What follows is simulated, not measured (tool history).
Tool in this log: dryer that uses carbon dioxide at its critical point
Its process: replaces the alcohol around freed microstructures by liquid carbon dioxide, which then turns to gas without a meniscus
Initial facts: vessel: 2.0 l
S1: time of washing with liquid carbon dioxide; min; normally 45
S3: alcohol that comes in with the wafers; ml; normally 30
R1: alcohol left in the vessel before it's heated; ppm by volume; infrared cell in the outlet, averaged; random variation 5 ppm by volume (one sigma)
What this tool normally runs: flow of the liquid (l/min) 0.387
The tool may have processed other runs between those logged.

{"run": 1, "hour": 0.0, "S1": 45, "flow of the liquid (l/min)": 0.387, "S3": 30, "R1": 160}
{"run": 2, "hour": 29.7, "S1": 45, "flow of the liquid (l/min)": 0.387, "S3": 30, "R1": 175}
{"run": 3, "hour": 76.9, "S1": 45, "flow of the liquid (l/min)": 0.387, "S3": 30, "R1": 173}
{"run": 4, "hour": 118.1, "S1": 62, "flow of the liquid (l/min)": 0.387, "S3": 30, "R1": 169}
{"run": 5, "hour": 163.6, "S1": 45, "flow of the liquid (l/min)": 0.247, "S3": 30, "R1": 283}
{"run": 6, "hour": 198.2, "S1": 45, "flow of the liquid (l/min)": 0.247, "S3": 30, "R1": 285}
{"hour": 203.5, "done": "purifier's bed changed"}
{"run": 7, "hour": 253.1, "S1": 45, "flow of the liquid (l/min)": 0.387, "S3": 30, "R1": 17}
{"run": 8, "hour": 305.8, "S1": 45, "flow of the liquid (l/min)": 0.387, "S3": 30, "R1": 26}
{"run": 9, "hour": 345.5, "S1": 45, "flow of the liquid (l/min)": 0.387, "S3": 30, "R1": 23}
{"run": 10, "hour": 370.3, "S1": 45, "flow of the liquid (l/min)": 0.387, "S3": 30, "R1": 34}
{"run": 11, "hour": 394.3, "S1": 45, "flow of the liquid (l/min)": 0.387, "S3": 91, "R1": 61}
{"run": 12, "hour": 435.1, "S1": 45, "flow of the liquid (l/min)": 0.387, "S3": 91, "R1": 60}
{"run": 13, "hour": 471.0, "S1": 45, "flow of the liquid (l/min)": 0.387, "S3": 91, "R1": 64}
{"hour": 481.4, "done": "inlet filter changed"}
{"run": 14, "hour": 499.5, "S1": 45, "flow of the liquid (l/min)": 0.443, "S3": 91, "R1": 42}
{"run": 15, "hour": 527.8, "S1": 45, "flow of the liquid (l/min)": 0.443, "S3": 91, "R1": 30}
{"run": 16, "hour": 579.9, "S1": 45, "flow of the liquid (l/min)": 0.443, "S3": 91, "R1": 48}
{"run": 17, "hour": 606.7, "S1": 70, "flow of the liquid (l/min)": 0.387, "S3": 30, "R1": 52}
{"run": 18, "hour": 637.4, "S1": 70, "flow of the liquid (l/min)": 0.387, "S3": 30, "R1": 45}
{"run": 19, "hour": 681.3, "S1": 52, "flow of the liquid (l/min)": 0.387, "S3": 30, "R1": 53}
{"run": 20, "hour": 706.9, "S1": 52, "flow of the liquid (l/min)": 0.387, "S3": 30, "R1": 63}
{"run": 21, "hour": 753.9, "S1": 45, "flow of the liquid (l/min)": 0.387, "S3": 30, "R1": 66}
{"run": 22, "hour": 800.6, "S1": 60, "flow of the liquid (l/min)": 0.387, "S3": 30, "R1": 67}
{"run": 23, "hour": 832.4, "S1": 60, "flow of the liquid (l/min)": 0.387, "S3": 30, "R1": 69}
{"run": 24, "hour": 876.1, "S1": 60, "flow of the liquid (l/min)": 0.387, "S3": 30, "R1": 72}
{"run": 25, "hour": 912.2, "S1": 48, "flow of the liquid (l/min)": 0.283, "S3": 28, "R1": 112}
{"run": 26, "hour": 941.4, "S1": 45, "flow of the liquid (l/min)": 0.387, "S3": 55, "R1": 94}
{"run": 27, "hour": 964.8, "S1": 44, "flow of the liquid (l/min)": 0.457, "S3": 23, "R1": 76}
{"hour": 1009.0, "done": "inlet filter changed"}
{"run": 28, "hour": 1017.5, "S1": 28, "flow of the liquid (l/min)": 0.381, "S3": 84, "R1": 377}
{"run": 29, "hour": 1066.0, "S1": 28, "flow of the liquid (l/min)": 0.381, "S3": 21, "R1": 175}
{"run": 30, "hour": 1115.7, "S1": 41, "flow of the liquid (l/min)": 0.286, "S3": 21, "R1": 154}
{"run": 31, "hour": 1155.8, "S1": 40, "flow of the liquid (l/min)": 0.276, "S3": 112, "R1": 482}
{"run": 32, "hour": 1205.6, "S1": 40, "flow of the liquid (l/min)": 0.276, "S3": 112, "R1": 502}
{"run": 33, "hour": 1246.3, "S1": 45, "flow of the liquid (l/min)": 0.387, "S3": 70, "R1": 126}
{"run": 34, "hour": 1278.8, "S1": 68, "flow of the liquid (l/min)": 0.538, "S3": 70, "R1": 107}
{"run": 35, "hour": 1315.6, "S1": 45, "flow of the liquid (l/min)": 0.263, "S3": 30, "R1": 205}
{"run": 36, "hour": 1353.8, "S1": 57, "flow of the liquid (l/min)": 0.293, "S3": 52, "R1": 153}
{"run": 37, "hour": 1378.1, "S1": 57, "flow of the liquid (l/min)": 0.293, "S3": 52, "R1": 136}
{"run": 38, "hour": 1408.5, "S1": 57, "flow of the liquid (l/min)": 0.293, "S3": 52, "R1": 138}
{"run": 39, "hour": 1437.0, "S1": 57, "flow of the liquid (l/min)": 0.293, "S3": 52, "R1": 150}
{"run": 40, "hour": 1462.9, "S1": 36, "flow of the liquid (l/min)": 0.446, "S3": 57, "R1": 165}
{"run": 41, "hour": 1513.3, "S1": 44, "flow of the liquid (l/min)": 0.467, "S3": 21, "R1": 125}
{"hour": 1536.4, "done": "inlet filter changed"}
{"run": 42, "hour": 1545.5, "S1": 45, "flow of the liquid (l/min)": 0.387, "S3": 74, "R1": 149}
{"run": 43, "hour": 1586.4, "S1": 45, "flow of the liquid (l/min)": 0.387, "S3": 74, "R1": 161}
{"run": 44, "hour": 1639.3, "S1": 37, "flow of the liquid (l/min)": 0.387, "S3": 25, "R1": 168}
{"run": 45, "hour": 1678.6, "S1": 31, "flow of the liquid (l/min)": 0.647, "S3": 25, "R1": 151}
{"run": 46, "hour": 1709.4, "S1": 31, "flow of the liquid (l/min)": 0.647, "S3": 25, "R1": 160}

What if the next run were any one of these 4? Each begins from the tool's condition after run 46:
{"run": "A", "hour": 1745.0, "S1": 48, "flow of the liquid (l/min)": 0.274, "S3": 38, "R1": "?"}
{"run": "B", "hour": 1745.0, "S1": 31, "flow of the liquid (l/min)": 0.345, "S3": 31, "R1": "?"}
{"run": "C", "hour": 1745.0, "S1": 27, "flow of the liquid (l/min)": 0.429, "S3": 46, "R1": "?"}
{"run": "D", "hour": 1745.0, "S1": 61, "flow of the liquid (l/min)": 0.319, "S3": 35, "R1": "?"}

run=A R1=210
run=B R1=290
run=C R1=299
run=D R1=165
The same runs, with their run-to-run variation unchanged, on a tool lacking any hidden condition would have given:
run=A R1=40
run=B R1=119
run=C R1=118
run=D R1=9

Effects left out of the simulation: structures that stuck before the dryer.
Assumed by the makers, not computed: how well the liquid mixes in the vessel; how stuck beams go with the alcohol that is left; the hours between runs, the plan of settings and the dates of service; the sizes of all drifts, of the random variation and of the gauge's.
